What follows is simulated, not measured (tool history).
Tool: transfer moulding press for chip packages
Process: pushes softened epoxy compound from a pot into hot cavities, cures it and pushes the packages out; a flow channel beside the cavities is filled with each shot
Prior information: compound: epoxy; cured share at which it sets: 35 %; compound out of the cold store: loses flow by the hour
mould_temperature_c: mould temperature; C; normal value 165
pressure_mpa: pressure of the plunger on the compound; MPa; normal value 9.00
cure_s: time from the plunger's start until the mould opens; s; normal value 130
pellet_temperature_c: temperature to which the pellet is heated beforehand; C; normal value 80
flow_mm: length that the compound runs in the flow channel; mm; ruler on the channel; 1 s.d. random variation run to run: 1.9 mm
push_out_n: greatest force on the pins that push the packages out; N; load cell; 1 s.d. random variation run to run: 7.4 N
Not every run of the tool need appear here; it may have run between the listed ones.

run	day	mould_temperature_c	pressure_mpa	cure_s	pellet_temperature_c	incoming compound's hours out of the cold store	flow_mm	push_out_n
1	0.000	165	9.00	130	80	43.9	595	379
2	1.467	165	9.00	130	80	15.4	639	464
3	2.433	165	9.00	130	80	22.5	625	500
# day 3.904: cavities cleaned with cleaning compound and waxed
4	4.475	165	9.00	130	80	22.6	624	349
5	6.112	165	9.00	130	80	13.8	635	462
6	8.079	165	9.00	130	80	17.5	629	530
# day 8.833: cavities cleaned with cleaning compound and waxed
# day 9.483: plunger's sealing rings changed
7	9.483	165	9.00	130	83	33.0	625	350
8	11.296	165	9.00	130	83	10.2	662	470
9	12.567	168	7.58	118	86	33.1	563	485
# day 13.729: cavities cleaned with cleaning compound and waxed
10	14.412	171	7.58	118	76	30.6	554	342
11	16.062	162	7.06	140	80	20.3	575	459
12	16.996	172	10.73	163	77	19.9	673	464
13	18.396	157	10.73	137	85	29.2	719	712
# day 18.625: cavities cleaned with cleaning compound and waxed
14	19.704	157	10.73	137	85	27.1	719	534
15	21.617	157	10.73	137	85	33.1	706	626
16	22.788	163	7.33	148	80	33.4	557	508

Hidden state or all else? Some run-to-run changes of flow_mm, split into what the settings, what came in and random variation would give without the hidden state, and what is left for the hidden state (with any gauge scatter that isn't in both results):
Hidden state present: true mould temperature over the reading, C; pressure that reaches the compound, % of what is set; grip of the stained cavities, % over clean ones'; drift of the gauge itself on flow_mm, %; drift of the gauge itself on push_out_n, %.
Run 6 -> 7: pellet_temperature_c 80 -> 83, cavities cleaned with cleaning compound and waxed, plunger's sealing rings changed. flow_mm -4 mm: hidden state +26, all else -30.
Run 15 -> 16: mould_temperature_c 157 -> 163, pressure_mpa 10.73 -> 7.33, cure_s 137 -> 148, pellet_temperature_c 85 -> 80. flow_mm -149 mm: hidden state +3, all else -152.

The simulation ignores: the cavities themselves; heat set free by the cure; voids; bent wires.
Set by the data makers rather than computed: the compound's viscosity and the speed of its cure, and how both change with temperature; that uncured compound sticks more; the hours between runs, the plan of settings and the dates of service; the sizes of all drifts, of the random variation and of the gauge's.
